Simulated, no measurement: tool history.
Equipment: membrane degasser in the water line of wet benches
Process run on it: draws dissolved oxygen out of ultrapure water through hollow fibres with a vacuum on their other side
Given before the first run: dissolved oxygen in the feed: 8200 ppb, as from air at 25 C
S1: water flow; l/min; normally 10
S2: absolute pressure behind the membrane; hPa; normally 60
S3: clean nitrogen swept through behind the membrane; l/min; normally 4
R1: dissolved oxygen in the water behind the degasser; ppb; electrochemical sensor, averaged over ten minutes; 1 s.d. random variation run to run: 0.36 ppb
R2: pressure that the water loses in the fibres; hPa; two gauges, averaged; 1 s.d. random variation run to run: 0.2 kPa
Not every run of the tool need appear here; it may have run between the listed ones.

Run 1, day 0: usual settings. Result: R1 19.3 ppb, R2 429.9 hPa.
Run 2, day 10.983: usual settings. Result: R1 19.6 ppb, R2 434.1 hPa.
Run 3, day 22.012: usual settings. Result: R1 20 ppb, R2 432.5 hPa.
Run 4, day 27.942: usual settings. Result: R1 19.5 ppb, R2 432.5 hPa.
Run 5, day 39.371: usual settings. Result: R1 19.8 ppb, R2 437.3 hPa.
Run 6, day 48.838: usual settings but S2 60.2 hPa. Result: R1 19.9 ppb, R2 433.7 hPa.
Run 7, day 62.038: usual settings but S2 60.2 hPa. Result: R1 20.5 ppb, R2 433.7 hPa.
Run 8, day 68.154: usual settings but S1 9 l/min, S2 43.6 hPa, S3 5.5 l/min. Result: R1 6.5 ppb, R2 390.8 hPa.
Run 9, day 78.2: usual settings but S1 13 l/min, S2 64.7 hPa. Result: R1 31.6 ppb, R2 564.4 hPa.
Run 10, day 87.267: usual settings but S1 16 l/min, S2 64.7 hPa. Result: R1 41 ppb, R2 688.1 hPa.

Branching from run 10: 3 alternative next runs. What would each branch give?
Run A, day 93.575: usual settings but S1 14 l/min, S2 57.5 hPa. Result: R1 ?, R2 ?.
Run B, day 93.575: usual settings but S1 15 l/min. Result: R1 ?, R2 ?.
Run C, day 93.575: usual settings but S1 6 l/min, S2 66.2 hPa, S3 5.5 l/min. Result: R1 ?, R2 ?.

run    R1     R2
  A    28  608.5
  B  33.8  649.2
  C   9.9    260
Stripped of hidden state, with their random variation kept, the same runs would have yielded:
run    R1     R2
  A  27.9  607.9
  B  33.7  648.6
  C   9.9  259.7
